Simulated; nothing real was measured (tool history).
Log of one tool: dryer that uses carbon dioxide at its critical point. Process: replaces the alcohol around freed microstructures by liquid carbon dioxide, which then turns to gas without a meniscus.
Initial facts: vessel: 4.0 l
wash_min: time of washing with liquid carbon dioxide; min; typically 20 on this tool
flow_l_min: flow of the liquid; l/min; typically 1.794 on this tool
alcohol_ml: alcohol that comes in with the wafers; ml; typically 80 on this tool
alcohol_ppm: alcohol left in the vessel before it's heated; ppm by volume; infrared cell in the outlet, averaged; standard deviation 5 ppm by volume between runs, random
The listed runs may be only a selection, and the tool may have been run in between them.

run   hour  wash_min  flow_l_min  alcohol_ml  alcohol_ppm
  1    0.0        20       1.794          80           93
  2   42.4        20       1.794          80           93
  3   96.6        15       1.794          80          244
  4  123.8        15       1.794          80          265
     153.3  -- inlet filter changed
  5  162.6        20       1.920          80           80
  6  194.4        20       1.920          80          100
  7  252.7        20       2.900          80           95
  8  280.7        20       2.900          80          102
  9  337.5        20       2.900          80          116
 10  386.0        20       2.900          80          118
 11  429.1        13       1.794          22          186
 12  477.2        13       1.794          22          194
 13  502.5        13       1.794          22          209
 14  537.5        18       2.660          80          145
 15  570.9        17       1.240          80          542
 16  615.0        18       1.794          54          193
     635.2  -- purifier's bed changed
 17  655.6        18       1.794          54           52

Predict each of these 5 candidate next runs independently; none follows another, all start after run 17:
  A  702.6        20       1.550          74            ?
  B  702.6        28       1.794          80            ?
  C  702.6        18       2.710          70            ?
  D  702.6        30       1.460          54            ?
  E  702.6        24       1.550          95            ?

run  alcohol_ppm
  A           82
  B           17
  C           18
  D           23
  E           44
Without the tool's hidden state the same runs would have given:
run  alcohol_ppm
  A           19
  B            2
  C            3
  D            7
  E            8

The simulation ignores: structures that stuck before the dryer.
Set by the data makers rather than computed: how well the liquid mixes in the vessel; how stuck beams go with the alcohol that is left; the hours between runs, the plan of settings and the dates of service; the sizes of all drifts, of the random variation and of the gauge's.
